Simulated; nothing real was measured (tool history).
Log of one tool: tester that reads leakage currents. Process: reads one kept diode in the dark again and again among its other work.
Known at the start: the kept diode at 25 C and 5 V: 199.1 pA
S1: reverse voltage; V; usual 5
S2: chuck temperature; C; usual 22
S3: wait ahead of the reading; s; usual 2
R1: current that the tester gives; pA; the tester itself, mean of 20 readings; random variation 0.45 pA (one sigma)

| run | hour | S1 | S2 | S3 | R1 |
|---|---|---|---|---|---|
| 1 | 0 | 5 | 22 | 2 | 150.69 |
|  | 59.4 | chuck's temperature calibrated |
| 2 | 87.8 | 5 | 22 | 2 | 150.12 |
|  | 108.8 | probe card cleaned and baked |
| 3 | 231.6 | 5 | 22 | 2 | 150.42 |
| 4 | 357.1 | 5 | 22 | 2 | 150.58 |
| 5 | 469.9 | 2.56 | 22 | 2 | 106.58 |
| 6 | 622.9 | 2.56 | 22 | 2 | 107.53 |
| 7 | 805.4 | 2.56 | 22 | 2 | 106.51 |
| 8 | 952.1 | 2.56 | 22 | 2 | 106.82 |
|  | 1008.8 | chuck's temperature calibrated |
| 9 | 1115.9 | 2.56 | 22 | 2 | 106.82 |
| 10 | 1274.4 | 2.56 | 22 | 2 | 106.34 |
| 11 | 1464.3 | 15.76 | 22 | 2 | 270.11 |
| 12 | 1554.9 | 5 | 22 | 5.9 | 149.96 |
| 13 | 1671.2 | 5 | 22 | 5.9 | 149.74 |
| 14 | 1830.3 | 3.7 | 22 | 2 | 128.92 |
| 15 | 1938.9 | 5 | 22 | 2 | 150.26 |
|  | 1962.4 | chuck's temperature calibrated |
|  | 2016.5 | tester calibrated |
| 16 | 2051.9 | 5 | 22 | 7.72 | 149.79 |
| 17 | 2145.1 | 5 | 22 | 7.72 | 150.47 |
| 18 | 2328.5 | 5 | 22 | 7.72 | 150.1 |
| 19 | 2432.8 | 5 | 22 | 7.72 | 150.49 |
| 20 | 2582.6 | 7.99 | 39 | 1.75 | 882.29 |
| 21 | 2729.7 | 7.99 | 46 | 1.75 | 1585.98 |
|  | 2918.8 | chuck's temperature calibrated |
| 22 | 2918.8 | 2.48 | 27 | 4.6 | 167.53 |
| 23 | 3071.4 | 3.74 | 22 | 0.34 | 132.32 |
| 24 | 3256.4 | 1.43 | 20 | 0.34 | 66.22 |
| 25 | 3349.7 | 1.43 | 20 | 0.34 | 66.34 |
| 26 | 3431.1 | 1.05 | 20 | 1.98 | 55.98 |
| 27 | 3570.1 | 1.05 | 20 | 1.98 | 56.01 |
| 28 | 3661.3 | 1.05 | 20 | 1.98 | 55.92 |
| 29 | 3746.2 | 4.99 | 55 | 6.34 | 2552.69 |
| 30 | 3861.7 | 4.99 | 55 | 6.34 | 2556.36 |
|  | 3875.7 | chuck's temperature calibrated |
| 31 | 4003.2 | 16.38 | 23 | 2 | 304.97 |
|  | 4184.8 | probe card cleaned and baked |
| 32 | 4193.6 | 5 | 35 | 1.28 | 495.31 |
| 33 | 4301.9 | 5 | 35 | 1.28 | 493.76 |
| 34 | 4461 | 16.71 | 22 | 8.69 | 278.71 |
| 35 | 4608.9 | 3.88 | 45 | 1.1 | 1013.61 |
| 36 | 4735.2 | 3.88 | 27 | 3.69 | 210.65 |
| 37 | 4816.7 | 6.14 | 22 | 1.59 | 166.88 |
|  | 4829.4 | chuck's temperature calibrated |
| 38 | 4903 | 6.14 | 33 | 0.54 | 459.52 |

Some steps in R1 between neighbouring runs. How much of each would the tool show without its hidden state too (settings, what came in, random variation), and how much is left for the hidden state, with any gauge scatter that isn't in both results?
The hidden state here: stray current of the dirty probe card, pA a volt; current scale over the true one, %; true chuck temperature over the reading, C; drift of the gauge itself on leakage_pa, %.
Run 21 -> 22: S1 7.99 -> 2.48, S2 46 -> 27, S3 1.75 -> 4.6, chuck's temperature calibrated. R1 -1418.45 pA: hidden state -1, all else -1417.45.
Run 28 -> 29: S1 1.05 -> 4.99, S2 20 -> 55, S3 1.98 -> 6.34. R1 +2496.77 pA: hidden state +1.63, all else +2495.14.
Run 30 -> 31: S1 4.99 -> 16.38, S2 55 -> 23, S3 6.34 -> 2, chuck's temperature calibrated. R1 -2251.39 pA: hidden state -1.81, all else -2249.58.
